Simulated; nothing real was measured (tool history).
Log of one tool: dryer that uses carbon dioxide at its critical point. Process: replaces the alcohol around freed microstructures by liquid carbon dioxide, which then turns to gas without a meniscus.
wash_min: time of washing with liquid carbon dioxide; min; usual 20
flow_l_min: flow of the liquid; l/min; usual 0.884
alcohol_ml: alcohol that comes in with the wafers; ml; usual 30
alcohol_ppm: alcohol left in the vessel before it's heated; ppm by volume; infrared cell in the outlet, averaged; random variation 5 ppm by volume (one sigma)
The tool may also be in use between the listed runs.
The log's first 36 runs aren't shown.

run 37 hour=1250.4 | wash_min=12 flow_l_min=0.963 alcohol_ml=30 | alcohol_ppm=322
run 38 hour=1291.6 | wash_min=12 flow_l_min=0.963 alcohol_ml=30 | alcohol_ppm=328
run 39 hour=1340.7 | wash_min=20 flow_l_min=0.692 alcohol_ml=30 | alcohol_ppm=189
run 40 hour=1366.1 | wash_min=16 flow_l_min=1.048 alcohol_ml=40 | alcohol_ppm=104
run 41 hour=1411.7 | wash_min=16 flow_l_min=1.048 alcohol_ml=40 | alcohol_ppm=115
run 42 hour=1449.5 | wash_min=15 flow_l_min=0.884 alcohol_ml=30 | alcohol_ppm=226
run 43 hour=1485.8 | wash_min=26 flow_l_min=0.777 alcohol_ml=27 | alcohol_ppm=54
run 44 hour=1529.6 | wash_min=19 flow_l_min=0.777 alcohol_ml=27 | alcohol_ppm=156
run 45 hour=1553.8 | wash_min=19 flow_l_min=0.777 alcohol_ml=87 | alcohol_ppm=419
run 46 hour=1595.1 | wash_min=16 flow_l_min=1.351 alcohol_ml=70 | alcohol_ppm=66
run 47 hour=1635.5 | wash_min=16 flow_l_min=1.351 alcohol_ml=70 | alcohol_ppm=74

3 ways to go on from here, each from the tool as it stands after run 47. What would each give?
run A hour=1687.9 | wash_min=20 flow_l_min=0.784 alcohol_ml=30 | alcohol_ppm=?
run B hour=1687.9 | wash_min=16 flow_l_min=0.594 alcohol_ml=27 | alcohol_ppm=?
run C hour=1687.9 | wash_min=20 flow_l_min=0.951 alcohol_ml=70 | alcohol_ppm=?

run=A alcohol_ppm=155
run=B alcohol_ppm=738
run=C alcohol_ppm=127
Without the tool's hidden state the same runs would have given:
run=A alcohol_ppm=70
run=B alcohol_ppm=512
run=C alcohol_ppm=49
